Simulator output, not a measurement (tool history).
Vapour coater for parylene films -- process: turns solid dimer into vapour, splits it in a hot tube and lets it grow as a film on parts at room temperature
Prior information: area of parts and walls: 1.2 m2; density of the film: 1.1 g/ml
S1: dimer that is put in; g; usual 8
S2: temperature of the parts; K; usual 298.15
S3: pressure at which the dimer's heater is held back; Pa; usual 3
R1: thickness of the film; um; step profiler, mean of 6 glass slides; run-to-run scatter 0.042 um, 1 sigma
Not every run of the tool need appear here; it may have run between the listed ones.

| run | day | S1 | S2 | S3 | R1 |
|---|---|---|---|---|---|
| 1 | 0 | 8 | 298.15 | 3 | 4.14 |
| 2 | 1.154 | 8 | 298.15 | 3 | 4.12 |
| 3 | 2.017 | 8 | 298.15 | 3 | 4.13 |
| 4 | 2.658 | 8 | 298.15 | 3 | 4.15 |
| 5 | 3.238 | 8 | 298.15 | 3 | 4.12 |
| 6 | 4.462 | 8 | 298.15 | 3 | 4.09 |
| 7 | 5.079 | 8 | 298.15 | 3 | 4.09 |
| 8 | 6.329 | 8 | 298.15 | 3 | 4.03 |
|  | 6.958 | trap's valve overhauled |
| 9 | 7.646 | 8 | 298.15 | 3 | 4.59 |
| 10 | 8.829 | 8 | 298.15 | 3 | 4.48 |
| 11 | 9.675 | 8 | 298.15 | 3 | 4.53 |
|  | 9.8 | table's thermometer calibrated |
| 12 | 10.604 | 8 | 297.15 | 3 | 4.79 |
| 13 | 11.2 | 4 | 304.15 | 3 | 1.69 |
| 14 | 12.371 | 4 | 304.15 | 3 | 1.67 |
| 15 | 13.196 | 6 | 300.15 | 8.07 | 2.5 |
| 16 | 13.933 | 6 | 300.15 | 8.07 | 2.52 |
| 17 | 14.538 | 5 | 308.15 | 2.13 | 1.83 |
| 18 | 15.908 | 5 | 306.15 | 4.94 | 1.73 |
| 19 | 16.912 | 8 | 300.15 | 2.46 | 4.17 |
|  | 17.825 | table's thermometer calibrated, once more |
| 20 | 17.921 | 3 | 291.15 | 2.13 | 2.14 |
| 21 | 18.808 | 3 | 291.15 | 2.13 | 2.18 |
| 22 | 19.775 | 3 | 290.15 | 2.11 | 2.16 |
| 23 | 20.75 | 3 | 299.15 | 3.46 | 1.56 |
| 24 | 22.125 | 3 | 305.15 | 3.46 | 1.13 |

Each row is a separate what-if for the run after 24, all from the same tool condition, not one after another. Results?
| A | 22.942 | 3 | 295.15 | 2.79 | ? |
| B | 22.942 | 5 | 291.15 | 10.67 | ? |
| C | 22.942 | 4 | 292.15 | 3 | ? |

| run | R1 |
|---|---|
| A | 1.96 |
| B | 3.06 |
| C | 2.84 |
Stripped of hidden state, with their random variation kept, the same runs would have yielded:
| run | R1 |
|---|---|
| A | 2.06 |
| B | 3.21 |
| C | 2.97 |

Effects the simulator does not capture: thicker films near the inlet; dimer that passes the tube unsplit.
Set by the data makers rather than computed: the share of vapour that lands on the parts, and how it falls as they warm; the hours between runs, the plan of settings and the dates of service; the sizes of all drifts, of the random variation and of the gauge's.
